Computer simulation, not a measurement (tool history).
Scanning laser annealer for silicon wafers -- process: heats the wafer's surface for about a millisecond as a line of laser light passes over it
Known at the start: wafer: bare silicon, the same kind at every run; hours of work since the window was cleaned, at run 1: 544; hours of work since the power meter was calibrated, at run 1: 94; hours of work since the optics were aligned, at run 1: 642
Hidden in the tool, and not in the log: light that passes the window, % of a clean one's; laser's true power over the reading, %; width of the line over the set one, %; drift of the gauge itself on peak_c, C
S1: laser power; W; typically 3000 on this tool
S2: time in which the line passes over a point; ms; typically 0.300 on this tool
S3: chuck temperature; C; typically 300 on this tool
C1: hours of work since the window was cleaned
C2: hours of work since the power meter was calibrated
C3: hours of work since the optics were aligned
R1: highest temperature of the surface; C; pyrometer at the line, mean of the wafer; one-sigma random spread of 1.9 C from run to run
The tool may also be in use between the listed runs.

| run | hour | S1 | S2 | S3 | C1 | C2 | C3 | R1 |
|---|---|---|---|---|---|---|---|---|
| 1 | 0.0 | 3000 | 0.300 | 300 | 544 | 94 | 642 | 1106 |
| 2 | 11.0 | 3000 | 0.300 | 300 | 549 | 99 | 647 | 1102 |
| 3 | 25.6 | 3000 | 0.300 | 300 | 556 | 106 | 653 | 1099 |
| 4 | 47.0 | 3000 | 0.300 | 300 | 566 | 116 | 663 | 1100 |
| 5 | 63.9 | 3000 | 0.300 | 300 | 574 | 124 | 671 | 1097 |
| 6 | 79.7 | 3000 | 0.300 | 300 | 581 | 131 | 679 | 1102 |
| 7 | 94.8 | 3000 | 0.300 | 300 | 588 | 138 | 686 | 1102 |
| 8 | 107.5 | 2581 | 0.300 | 300 | 594 | 144 | 692 | 952 |
| 9 | 117.3 | 2581 | 0.300 | 300 | 599 | 149 | 696 | 952 |
| 10 | 136.0 | 2874 | 0.300 | 300 | 607 | 157 | 705 | 1054 |
| 11 | 149.7 | 2736 | 0.300 | 300 | 614 | 164 | 711 | 1008 |
| 12 | 161.2 | 2736 | 0.285 | 264 | 619 | 169 | 717 | 948 |
|  | 165.3 | laser's power meter calibrated |
| 13 | 179.2 | 2675 | 0.355 | 325 | 626 | 6 | 724 | 1079 |
| 14 | 201.0 | 2675 | 0.355 | 325 | 636 | 17 | 734 | 1077 |
| 15 | 220.2 | 2675 | 0.269 | 321 | 645 | 26 | 743 | 964 |
| 16 | 230.3 | 3294 | 0.222 | 321 | 650 | 30 | 747 | 1084 |
| 17 | 241.0 | 2984 | 0.222 | 321 | 655 | 35 | 752 | 993 |
|  | 245.3 | laser's power meter calibrated, once more |
| 18 | 253.2 | 3008 | 0.304 | 269 | 659 | 4 | 757 | 1073 |

3 ways to go on from here, each from the tool as it stands after run 18. What would each give?
| A | 271.2 | 3008 | 0.363 | 277 | 668 | 12 | 765 | ? |
| B | 271.2 | 3000 | 0.300 | 323 | 668 | 12 | 765 | ? |
| C | 271.2 | 2722 | 0.304 | 323 | 668 | 12 | 765 | ? |

| run | R1 |
|---|---|
| A | 1168 |
| B | 1121 |
| C | 1024 |
What these runs would have given with no unlogged condition in the tool:
| run | R1 |
|---|---|
| A | 1216 |
| B | 1163 |
| C | 1062 |
